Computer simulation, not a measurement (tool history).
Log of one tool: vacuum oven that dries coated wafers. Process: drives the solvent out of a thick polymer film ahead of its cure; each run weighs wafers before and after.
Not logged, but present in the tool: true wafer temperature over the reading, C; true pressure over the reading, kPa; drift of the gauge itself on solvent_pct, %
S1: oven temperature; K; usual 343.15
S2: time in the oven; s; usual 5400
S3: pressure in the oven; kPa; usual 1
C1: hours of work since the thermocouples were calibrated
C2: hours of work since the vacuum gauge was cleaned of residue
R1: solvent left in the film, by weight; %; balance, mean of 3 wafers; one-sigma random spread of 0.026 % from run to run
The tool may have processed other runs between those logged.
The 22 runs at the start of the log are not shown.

run,hour,S1,S2,S3,C1,C2,R1
23,602.1,344.15,5400,1,800,961,1.07
24,622.1,335.15,7800,1.03,810,970,1.3
25,639.9,332.15,2760,1.03,818,979,4.99
26,658.2,346.15,4500,1.03,827,987,1.25
27,689.5,338.15,7980,0.6,842,1002,0.8
28,713.1,338.15,7980,0.6,853,1013,0.82
29,731.4,338.15,7980,0.6,862,1022,0.85
30,754.7,343.15,4920,2.31,873,1033,1.62
31,791.8,343.15,4920,2.31,891,1051,1.66
32,819.9,343.15,4920,2.31,904,1064,1.66
33,837.2,343.15,4920,2.31,912,1072,1.67
34,858.5,343.15,4920,2.31,922,1082,1.65
35,873.9,347.15,4920,1.24,930,1090,1.04
36,895.5,343.15,6060,2.47,940,1100,1.27

What if the next run were any one of these 3? Each begins from the tool's condition after run 36:
A,921,334.15,6960,0.51,952,1112,?
B,921,349.15,4440,2.47,952,1112,?
C,921,343.15,3360,1,952,1112,?

run,R1
A,1.53
B,1.22
C,2.47
Had the tool no hidden state, the same runs would have come out as:
run,R1
A,1.21
B,1
C,2.15
